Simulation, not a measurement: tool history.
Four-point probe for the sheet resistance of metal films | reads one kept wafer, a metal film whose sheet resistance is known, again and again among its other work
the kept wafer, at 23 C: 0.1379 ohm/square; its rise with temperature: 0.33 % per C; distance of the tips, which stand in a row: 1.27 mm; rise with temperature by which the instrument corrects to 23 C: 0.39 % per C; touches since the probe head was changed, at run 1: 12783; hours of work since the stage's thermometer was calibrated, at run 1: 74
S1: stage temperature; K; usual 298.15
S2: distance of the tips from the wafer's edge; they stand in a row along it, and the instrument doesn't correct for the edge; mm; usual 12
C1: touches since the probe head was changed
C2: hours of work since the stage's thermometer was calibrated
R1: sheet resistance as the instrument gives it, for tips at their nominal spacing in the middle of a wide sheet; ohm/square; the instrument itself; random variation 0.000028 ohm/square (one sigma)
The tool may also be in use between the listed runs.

run,day,S1,S2,C1,C2,R1
1,0.000,298.15,12,12783,74,0.138551
2,0.950,298.15,12,13274,85,0.138552
3,1.996,298.15,12,13815,97,0.138578
4,3.683,298.15,12,14686,117,0.138565
5,4.508,298.15,12,15113,126,0.138563
6,5.812,298.15,28,15788,141,0.137930
7,7.488,298.15,12,16653,161,0.138598
8,8.433,300.15,12,17142,172,0.138414
9,9.812,296.15,12,17856,187,0.138732
10,11.296,306.15,12,18623,205,0.137968
11,12.167,306.15,12,19072,215,0.137949
12,13.833,295.15,31,19934,234,0.138117
13,15.100,295.15,31,20589,249,0.138109
14,15.900,292.15,19,21001,258,0.138620

The next listed run, before its measurement:
15,17.267,292.15,19,21708,274,?

{"run 15": {"R1": 0.138596}}
Without the tool's hidden state the same run would have given R1 0.138588 ohm/square.
